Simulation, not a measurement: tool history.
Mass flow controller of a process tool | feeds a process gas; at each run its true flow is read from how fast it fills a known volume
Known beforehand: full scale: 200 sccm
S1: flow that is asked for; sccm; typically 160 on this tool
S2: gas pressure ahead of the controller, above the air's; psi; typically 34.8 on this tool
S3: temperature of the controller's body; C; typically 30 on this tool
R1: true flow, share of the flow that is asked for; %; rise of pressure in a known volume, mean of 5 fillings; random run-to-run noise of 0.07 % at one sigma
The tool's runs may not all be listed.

run	hour	S1	S2	S3	R1
1	0.0	160	34.8	30	98.13
2	461.2	160	38.7	30	97.97
3	881.7	160	34.8	30	98.06
4	1322.2	160	34.8	36	97.45
5	1656.5	160	34.8	36	97.59
6	2086.8	160	34.8	36	97.48
7	2515.6	160	34.8	36	97.47
8	2968.2	35	36.1	28	94.14
9	3360.4	35	36.1	28	94.06
10	3831.2	35	36.1	28	93.85
11	4216.3	50	31.0	30	94.90
12	4641.1	72	26.1	30	95.87

For each run, the measured value with the value that run would have given without the tool's hidden condition subtracted. The run-to-run variation is shared by both, the gauge scatter possibly not:
Hidden state present: flow at rest that the sensor doesn't see, % of full scale; true flow over the shown one, %; drift of the gauge itself on true_pct, %.
run	R1
1	-0.79
2	-0.87
3	-0.94
4	-1.01
5	-1.06
6	-1.13
7	-1.20
8	-3.33
9	-3.49
10	-3.67
11	-2.92
12	-2.36
